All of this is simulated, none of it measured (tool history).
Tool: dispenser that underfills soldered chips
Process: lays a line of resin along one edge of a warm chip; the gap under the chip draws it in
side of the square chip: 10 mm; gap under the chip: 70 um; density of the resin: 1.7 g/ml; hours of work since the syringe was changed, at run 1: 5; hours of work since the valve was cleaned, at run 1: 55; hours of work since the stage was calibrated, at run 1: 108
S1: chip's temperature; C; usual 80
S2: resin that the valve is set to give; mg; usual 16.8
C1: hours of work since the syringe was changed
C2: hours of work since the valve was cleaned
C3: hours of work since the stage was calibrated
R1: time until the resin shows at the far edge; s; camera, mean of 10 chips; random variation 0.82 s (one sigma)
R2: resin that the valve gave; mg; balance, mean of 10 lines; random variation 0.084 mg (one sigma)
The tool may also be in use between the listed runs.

{"run": 1, "day": 0.0, "S1": 80, "S2": 16.8, "C1": 5, "C2": 55, "C3": 108, "R1": 118.7, "R2": 16.25}
{"day": 0.046, "done": "new syringe of resin"}
{"run": 2, "day": 0.225, "S1": 80, "S2": 18.5, "C1": 3, "C2": 58, "C3": 111, "R1": 96.9, "R2": 17.83}
{"run": 3, "day": 0.408, "S1": 80, "S2": 18.5, "C1": 5, "C2": 61, "C3": 114, "R1": 118.9, "R2": 17.71}
{"day": 0.458, "done": "new syringe of resin"}
{"run": 4, "day": 0.521, "S1": 80, "S2": 18.5, "C1": 1, "C2": 62, "C3": 115, "R1": 84.1, "R2": 17.75}
{"run": 5, "day": 0.717, "S1": 80, "S2": 18.5, "C1": 4, "C2": 65, "C3": 118, "R1": 104.9, "R2": 17.7}
{"day": 0.875, "done": "new syringe of resin"}
{"run": 6, "day": 0.942, "S1": 80, "S2": 18.5, "C1": 1, "C2": 69, "C3": 121, "R1": 85.5, "R2": 17.7}
{"run": 7, "day": 1.05, "S1": 80, "S2": 18.5, "C1": 3, "C2": 70, "C3": 123, "R1": 96.1, "R2": 17.63}
{"run": 8, "day": 1.192, "S1": 75, "S2": 16.8, "C1": 5, "C2": 72, "C3": 125, "R1": 142.5, "R2": 16.08}
{"day": 1.288, "done": "new syringe of resin"}
{"run": 9, "day": 1.346, "S1": 66, "S2": 16.8, "C1": 1, "C2": 74, "C3": 127, "R1": 146.7, "R2": 16.05}
{"run": 10, "day": 1.554, "S1": 84, "S2": 16.8, "C1": 4, "C2": 78, "C3": 130, "R1": 95, "R2": 16.1}
{"day": 1.692, "done": "new syringe of resin"}
{"run": 11, "day": 1.746, "S1": 84, "S2": 16.8, "C1": 1, "C2": 80, "C3": 133, "R1": 74.1, "R2": 15.96}
{"run": 12, "day": 1.954, "S1": 84, "S2": 16.8, "C1": 4, "C2": 83, "C3": 136, "R1": 95.1, "R2": 15.99}
{"run": 13, "day": 2.05, "S1": 84, "S2": 16.8, "C1": 5, "C2": 85, "C3": 137, "R1": 106.5, "R2": 15.95}
{"day": 2.1, "done": "new syringe of resin"}
{"run": 14, "day": 2.262, "S1": 84, "S2": 16.8, "C1": 2, "C2": 88, "C3": 140, "R1": 81.5, "R2": 15.97}
{"run": 15, "day": 2.379, "S1": 84, "S2": 16.8, "C1": 4, "C2": 90, "C3": 142, "R1": 95, "R2": 15.84}
{"day": 2.512, "done": "new syringe of resin"}
{"run": 16, "day": 2.604, "S1": 80, "S2": 20.1, "C1": 1, "C2": 93, "C3": 145, "R1": 86.8, "R2": 19.05}
{"run": 17, "day": 2.8, "S1": 80, "S2": 20.1, "C1": 4, "C2": 96, "C3": 148, "R1": 112.4, "R2": 18.99}
{"day": 2.929, "done": "new syringe of resin"}
{"run": 18, "day": 2.946, "S1": 80, "S2": 16.8, "C1": 0, "C2": 98, "C3": 150, "R1": 80.8, "R2": 15.81}
{"run": 19, "day": 3.121, "S1": 89, "S2": 20.5, "C1": 3, "C2": 100, "C3": 153, "R1": 68.5, "R2": 19.35}
{"run": 20, "day": 3.217, "S1": 86, "S2": 20.6, "C1": 4, "C2": 102, "C3": 154, "R1": 87.2, "R2": 19.39}
{"day": 3.333, "done": "new syringe of resin"}
{"run": 21, "day": 3.438, "S1": 74, "S2": 15.9, "C1": 2, "C2": 105, "C3": 157, "R1": 115.2, "R2": 14.81}
{"run": 22, "day": 3.633, "S1": 84, "S2": 16.6, "C1": 4, "C2": 108, "C3": 160, "R1": 101.4, "R2": 15.4}
{"day": 3.746, "done": "new syringe of resin"}
{"run": 23, "day": 3.754, "S1": 84, "S2": 16.6, "C1": 0, "C2": 109, "C3": 162, "R1": 72, "R2": 15.46}
{"run": 24, "day": 3.946, "S1": 79, "S2": 16.6, "C1": 3, "C2": 112, "C3": 165, "R1": 107.9, "R2": 15.33}
{"run": 25, "day": 4.079, "S1": 79, "S2": 16.6, "C1": 5, "C2": 114, "C3": 167, "R1": 126.1, "R2": 15.4}

Run 26 comes next. What will it give?
{"day": 4.158, "done": "new syringe of resin"}
{"run": 26, "day": 4.262, "S1": 80, "S2": 14.9, "C1": 2, "C2": 117, "C3": 169, "R1": "?", "R2": "?"}

{"run 26": {"R1": 94.3, "R2": 13.95}}
Without the tool's hidden state the same run would have given R1 78.5 s, R2 15.01 mg.

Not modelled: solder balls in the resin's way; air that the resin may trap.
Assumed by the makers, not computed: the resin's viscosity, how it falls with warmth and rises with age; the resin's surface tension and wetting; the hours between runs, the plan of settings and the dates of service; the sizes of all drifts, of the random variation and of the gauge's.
